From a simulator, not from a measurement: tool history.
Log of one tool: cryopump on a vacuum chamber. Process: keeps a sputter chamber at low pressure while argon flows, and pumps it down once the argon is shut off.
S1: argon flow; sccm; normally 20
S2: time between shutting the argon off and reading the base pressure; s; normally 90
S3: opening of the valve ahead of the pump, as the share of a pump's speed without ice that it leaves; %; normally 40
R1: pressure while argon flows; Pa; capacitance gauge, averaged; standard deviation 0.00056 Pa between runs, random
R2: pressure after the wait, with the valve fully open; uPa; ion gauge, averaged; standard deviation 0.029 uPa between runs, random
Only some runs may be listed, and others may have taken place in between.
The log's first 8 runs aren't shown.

run	hour	S1	S2	S3	R1	R2
9	223.1	20	90	40	0.0645	1.73
10	244.8	20	90	40	0.0656	1.76
11	261.2	20	60	40	0.0647	2.26
12	278.7	20	60	40	0.0665	2.18
13	310.0	20	90	40	0.0654	1.74
14	328.0	20	90	43	0.0617	1.76
15	346.1	20	90	43	0.0606	1.77
16	380.4	20	90	24	0.1100	1.81
17	405.2	20	178	40	0.0670	1.19
18	435.2	29	178	45	0.0851	1.23
19	459.3	12	90	29	0.0536	1.86
20	479.3	12	90	29	0.0549	1.78
21	494.0	38	68	20	0.2513	2.21
22	516.5	8	90	44	0.0253	1.85
23	536.8	27	40	44	0.0823	3.20
24	565.0	16	81	60	0.0370	1.97
25	599.8	18	159	28	0.0851	1.32
26	614.6	18	159	28	0.0868	1.35

The next listed run, before its measurement:
27	633.6	22	58	40	?	?

{"run 27": {"R1": 0.0734, "R2": 2.41}}
On a tool with no hidden condition, and with the same random variation, this run would have come out at R1 0.0706 Pa, R2 1.94 uPa.

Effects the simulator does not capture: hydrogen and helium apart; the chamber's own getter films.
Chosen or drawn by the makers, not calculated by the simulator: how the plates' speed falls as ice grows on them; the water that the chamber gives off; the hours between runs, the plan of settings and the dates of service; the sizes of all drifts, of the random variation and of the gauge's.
